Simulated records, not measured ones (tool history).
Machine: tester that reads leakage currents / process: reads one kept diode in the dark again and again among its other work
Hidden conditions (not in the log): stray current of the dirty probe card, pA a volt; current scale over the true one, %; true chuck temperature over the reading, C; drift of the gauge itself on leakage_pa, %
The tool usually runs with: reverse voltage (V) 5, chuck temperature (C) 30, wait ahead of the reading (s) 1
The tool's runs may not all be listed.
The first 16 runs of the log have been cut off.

run	hour	reverse voltage (V)	chuck temperature (C)	wait ahead of the reading (s)	hours of work since the probe card was cleaned	hours of work since the tester was calibrated	hours of work since the chuck was calibrated	current that the tester gives (pA)
17	434.5	19.63	30	0.61	278	997	1224	165.36
# hour 438.6: chuck's temperature calibrated
18	463.6	19.63	30	0.61	294	1014	15	173.91
19	485.3	19.63	30	0.61	308	1027	29	174.15
20	514.9	2.06	30	1	326	1045	47	45.96
21	547.4	2.06	30	1	346	1065	67	46.25
22	583.1	2.06	30	1	368	1087	89	46.14
# hour 591.1: chuck's temperature calibrated, once more
23	612.7	5	30	3.71	385	1104	13	64.09
24	642.2	13.07	30	1	403	1122	31	113.53
25	674.2	10.41	33	0.34	422	1142	51	134.75
26	692.6	10.41	33	0.34	434	1153	62	135.05
27	710.1	10.41	33	0.34	444	1164	73	135.04
28	729.3	1.48	53	4.68	456	1175	85	211.9
29	766	5	50	3.76	479	1198	107	339.94
30	782.3	15.1	30	1.48	489	1208	117	124.41
31	801.9	5.54	25	1.48	501	1220	129	44.84
32	830.5	5.54	25	1.48	518	1237	147	44.82
33	865.4	5.54	25	1.48	540	1259	168	44.8
34	892.2	5.54	25	1.48	556	1275	185	44.99
35	919.6	4.75	32	4.97	573	1292	201	75.34
36	938.4	4.75	32	4.97	584	1304	213	75.37
37	963.2	8.56	44	4.97	600	1319	228	290.71
38	980.3	9.99	30	1.61	610	1329	239	99.31
39	999.9	2.31	31	1.85	622	1341	251	45.99

Forecast each of these 3 alternatives for the next run:
A	1019.1	1.54	31	5.24	634	1353	263	?
B	1019.1	2.31	26	0.78	634	1353	263	?
C	1019.1	2.31	31	0.98	634	1353	263	?

run	current that the tester gives (pA)
A	36.48
B	30.27
C	46.5
Without the tool's hidden state the same runs would have given:
run	current that the tester gives (pA)
A	34.96
B	28.86
C	44.53
